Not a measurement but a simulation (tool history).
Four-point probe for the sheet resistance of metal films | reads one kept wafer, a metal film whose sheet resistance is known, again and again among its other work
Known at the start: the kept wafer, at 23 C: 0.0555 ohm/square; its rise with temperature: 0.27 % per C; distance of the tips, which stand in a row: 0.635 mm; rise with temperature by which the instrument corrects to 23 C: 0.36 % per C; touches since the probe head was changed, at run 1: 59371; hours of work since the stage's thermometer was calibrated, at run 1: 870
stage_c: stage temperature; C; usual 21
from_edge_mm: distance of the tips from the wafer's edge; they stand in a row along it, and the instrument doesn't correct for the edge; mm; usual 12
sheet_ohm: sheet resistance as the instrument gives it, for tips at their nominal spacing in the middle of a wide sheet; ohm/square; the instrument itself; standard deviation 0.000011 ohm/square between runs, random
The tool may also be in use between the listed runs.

run,hour,stage_c,from_edge_mm,touches since the probe head was changed,hours of work since the stage's thermometer was calibrated,sheet_ohm
1,0.0,21,12,59371,870,0.056155
2,27.7,35,12,60381,883,0.055505
3,78.6,35,12,62234,906,0.055513
4,109.3,22,12,63354,921,0.056151
5,143.3,22,12,64593,936,0.056139
6,192.9,22,12,66402,959,0.056152
7,224.2,22,12,67540,974,0.056172
8,260.1,22,12,68851,990,0.056163
9,294.0,22,9,70086,1006,0.056253
10,325.0,22,6,71215,1021,0.056434
11,358.2,18,34,72426,1036,0.056329
12,396.1,21,9,73806,1053,0.056312
13,425.2,21,3,74866,1067,0.057524
14,452.1,21,3,75847,1079,0.057518
15,488.1,21,3,77159,1096,0.057502
16,527.5,21,8,78595,1114,0.056399

Below are 3 alternative next runs, each starting from the tool's condition after run 16. Predict each:
A,584.8,21,6,80682,1141,?
B,584.8,21,8,80682,1141,?
C,584.8,24,8,80682,1141,?

run,sheet_ohm
A,0.056548
B,0.056424
C,0.056268
Without the tool's unlogged condition, the same runs would have read:
run,sheet_ohm
A,0.055924
B,0.055802
C,0.055648
